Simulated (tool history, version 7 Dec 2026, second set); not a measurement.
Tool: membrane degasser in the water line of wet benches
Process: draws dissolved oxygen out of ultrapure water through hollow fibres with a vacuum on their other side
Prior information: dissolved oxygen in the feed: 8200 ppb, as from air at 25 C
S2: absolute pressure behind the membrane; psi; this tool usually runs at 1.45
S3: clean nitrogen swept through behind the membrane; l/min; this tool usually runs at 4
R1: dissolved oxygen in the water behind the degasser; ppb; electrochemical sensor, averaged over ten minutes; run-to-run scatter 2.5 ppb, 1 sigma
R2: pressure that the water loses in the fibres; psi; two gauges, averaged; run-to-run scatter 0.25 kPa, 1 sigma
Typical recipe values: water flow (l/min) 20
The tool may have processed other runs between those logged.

run 1 day=0 | water_flow_(l/min)=20 S2=1.45 S3=4 | R1=259.3 R2=10.134
run 2 day=3.3 | water_flow_(l/min)=20 S2=3.5 S3=4 | R1=425.6 R2=10.092
run 3 day=5.867 | water_flow_(l/min)=20 S2=2.67 S3=4 | R1=367.2 R2=10.14
run 4 day=8.746 | water_flow_(l/min)=20 S2=1.45 S3=4 | R1=265.7 R2=10.061
run 5 day=11.962 | water_flow_(l/min)=20 S2=1.45 S3=4 | R1=266.3 R2=10.166
run 6 day=14.021 | water_flow_(l/min)=20 S2=1.45 S3=4 | R1=264.3 R2=10.086
-- day=16.183 seals of the vacuum lines changed
run 7 day=16.85 | water_flow_(l/min)=20 S2=1.45 S3=4 | R1=261.9 R2=10.142
run 8 day=19.329 | water_flow_(l/min)=22 S2=1.45 S3=4 | R1=326.5 R2=11.178
run 9 day=21.575 | water_flow_(l/min)=22 S2=1.45 S3=4 | R1=329.3 R2=11.104
run 10 day=24.871 | water_flow_(l/min)=20 S2=1.45 S3=8.51 | R1=222.4 R2=10.179
run 11 day=26.883 | water_flow_(l/min)=20 S2=1.45 S3=4 | R1=267.3 R2=10.185
run 12 day=30.117 | water_flow_(l/min)=20 S2=1.45 S3=4 | R1=267 R2=10.174
run 13 day=31.954 | water_flow_(l/min)=20 S2=1.45 S3=4 | R1=271.8 R2=10.14
run 14 day=33.542 | water_flow_(l/min)=26 S2=1.45 S3=4 | R1=487.5 R2=13.262
run 15 day=36.304 | water_flow_(l/min)=20 S2=1.45 S3=4 | R1=269.6 R2=10.205
run 16 day=38.479 | water_flow_(l/min)=20 S2=1.45 S3=3.7 | R1=272.2 R2=10.24
run 17 day=40.354 | water_flow_(l/min)=20 S2=1.45 S3=3.7 | R1=275 R2=10.161
run 18 day=42.625 | water_flow_(l/min)=30 S2=1.41 S3=4 | R1=628 R2=15.33
run 19 day=45.325 | water_flow_(l/min)=28 S2=2.05 S3=6.87 | R1=548.1 R2=14.321
run 20 day=48.258 | water_flow_(l/min)=28 S2=2.05 S3=6.87 | R1=552.9 R2=14.302
run 21 day=50.425 | water_flow_(l/min)=13 S2=2.05 S3=7.33 | R1=89.5 R2=6.653
-- day=50.6 vacuum gauge calibrated
run 22 day=52.883 | water_flow_(l/min)=13 S2=3.41 S3=3.78 | R1=214.4 R2=6.615
run 23 day=55.9 | water_flow_(l/min)=27 S2=2.52 S3=3.11 | R1=684.3 R2=13.922
run 24 day=57.388 | water_flow_(l/min)=13 S2=0.94 S3=2.64 | R1=90.2 R2=6.628
run 25 day=59.829 | water_flow_(l/min)=17 S2=1.45 S3=2.14 | R1=258.5 R2=8.694
run 26 day=61.475 | water_flow_(l/min)=17 S2=1.09 S3=2.14 | R1=204.3 R2=8.64
run 27 day=63.604 | water_flow_(l/min)=20 S2=1.46 S3=3.96 | R1=279.8 R2=10.235
run 28 day=66.138 | water_flow_(l/min)=16 S2=0.9 S3=2.22 | R1=155.3 R2=8.155
run 29 day=68.954 | water_flow_(l/min)=20 S2=2.19 S3=2.07 | R1=464.1 R2=10.235
-- day=70.2 vacuum gauge calibrated, once more
run 30 day=71.567 | water_flow_(l/min)=20 S2=2.19 S3=2.07 | R1=445.3 R2=10.245
run 31 day=73.062 | water_flow_(l/min)=20 S2=2.19 S3=2.07 | R1=443.4 R2=10.27
run 32 day=76.292 | water_flow_(l/min)=21 S2=3.45 S3=2.1 | R1=659.2 R2=10.756
run 33 day=78.879 | water_flow_(l/min)=21 S2=3.45 S3=2.1 | R1=662.9 R2=10.814

3 ways to go on from here, each from the tool as it stands after run 33. What would each give?
run A day=82.208 | water_flow_(l/min)=22 S2=1.64 S3=1.7 | R1=? R2=?
run B day=82.208 | water_flow_(l/min)=25 S2=3.45 S3=2.1 | R1=? R2=?
run C day=82.208 | water_flow_(l/min)=20 S2=1.8 S3=4 | R1=? R2=?

run=A R1=473 R2=11.296
run=B R1=857.4 R2=12.805
run=C R1=299.7 R2=10.289
With no hidden state in the tool, these same runs would have given:
run=A R1=446 R2=10.936
run=B R1=824.2 R2=12.398
run=C R1=277 R2=9.961
